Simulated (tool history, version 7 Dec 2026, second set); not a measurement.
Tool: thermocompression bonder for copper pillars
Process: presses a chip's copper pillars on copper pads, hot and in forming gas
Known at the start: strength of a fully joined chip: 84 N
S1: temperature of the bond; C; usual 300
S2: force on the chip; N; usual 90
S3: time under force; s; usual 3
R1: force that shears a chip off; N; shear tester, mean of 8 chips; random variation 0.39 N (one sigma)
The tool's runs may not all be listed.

{"run": 1, "day": 0.0, "S1": 300, "S2": 90, "S3": 3, "R1": 49.8}
{"run": 2, "day": 0.425, "S1": 300, "S2": 90, "S3": 3, "R1": 50.0}
{"run": 3, "day": 0.746, "S1": 300, "S2": 90, "S3": 3, "R1": 49.3}
{"run": 4, "day": 1.004, "S1": 300, "S2": 90, "S3": 2, "R1": 44.3}
{"run": 5, "day": 1.467, "S1": 300, "S2": 90, "S3": 3, "R1": 50.6}
{"run": 6, "day": 1.958, "S1": 300, "S2": 76, "S3": 3, "R1": 46.6}
{"run": 7, "day": 2.304, "S1": 300, "S2": 76, "S3": 3, "R1": 45.7}
{"run": 8, "day": 2.512, "S1": 300, "S2": 76, "S3": 3, "R1": 46.3}
{"run": 9, "day": 2.888, "S1": 300, "S2": 90, "S3": 3, "R1": 51.8}
{"run": 10, "day": 3.221, "S1": 300, "S2": 90, "S3": 3, "R1": 51.3}
{"run": 11, "day": 3.675, "S1": 300, "S2": 90, "S3": 7, "R1": 64.1}
{"run": 12, "day": 4.188, "S1": 299, "S2": 90, "S3": 3, "R1": 50.2}
{"run": 13, "day": 4.588, "S1": 300, "S2": 90, "S3": 3, "R1": 49.9}
{"run": 14, "day": 4.988, "S1": 313, "S2": 113, "S3": 4, "R1": 67.9}
{"run": 15, "day": 5.225, "S1": 271, "S2": 126, "S3": 3, "R1": 44.5}
{"run": 16, "day": 5.662, "S1": 271, "S2": 126, "S3": 3, "R1": 45.0}
{"run": 17, "day": 6.042, "S1": 300, "S2": 128, "S3": 5, "R1": 67.5}
{"run": 18, "day": 6.392, "S1": 273, "S2": 90, "S3": 2, "R1": 31.4}
{"run": 19, "day": 6.854, "S1": 314, "S2": 90, "S3": 3, "R1": 57.9}
{"run": 20, "day": 7.338, "S1": 317, "S2": 66, "S3": 3, "R1": 50.1}
{"run": 21, "day": 7.625, "S1": 274, "S2": 90, "S3": 3, "R1": 36.7}
{"run": 22, "day": 8.104, "S1": 298, "S2": 103, "S3": 2, "R1": 47.7}
{"run": 23, "day": 8.467, "S1": 296, "S2": 78, "S3": 4, "R1": 48.2}
{"run": 24, "day": 8.671, "S1": 323, "S2": 78, "S3": 4, "R1": 61.7}
{"run": 25, "day": 8.938, "S1": 278, "S2": 78, "S3": 2, "R1": 30.2}

Taken out of this log: 3 entries between the listed runs. Where each belongs, and how the hidden state differs across it:
Between runs 4 and 5: forming gas filter changed (day 1.121)
  force that reaches the chip, % of what is set: 98.9 -> 98.8; oxide that the forming gas leaves, % of the face: 3.85 -> 0.72
  measured less the result without the state, R1: -1.3 -> +0.1 N
Between runs 8 and 9: heater calibrated with a thermocouple chip (day 2.625)
  true temperature of the bond over the reading, C: 1.2 -> 1.8; oxide that the forming gas leaves, % of the face: 0.92 -> 0.98
  measured less the result without the state, R1: +0.1 -> +0.3 N
Between runs 11 and 12: heater calibrated with a thermocouple chip, once more (day 4.088)
  true temperature of the bond over the reading, C: 1.8 -> 0.5; oxide that the forming gas leaves, % of the face: 1.12 -> 1.21
  measured less the result without the state, R1: +0.1 -> -0.4 N

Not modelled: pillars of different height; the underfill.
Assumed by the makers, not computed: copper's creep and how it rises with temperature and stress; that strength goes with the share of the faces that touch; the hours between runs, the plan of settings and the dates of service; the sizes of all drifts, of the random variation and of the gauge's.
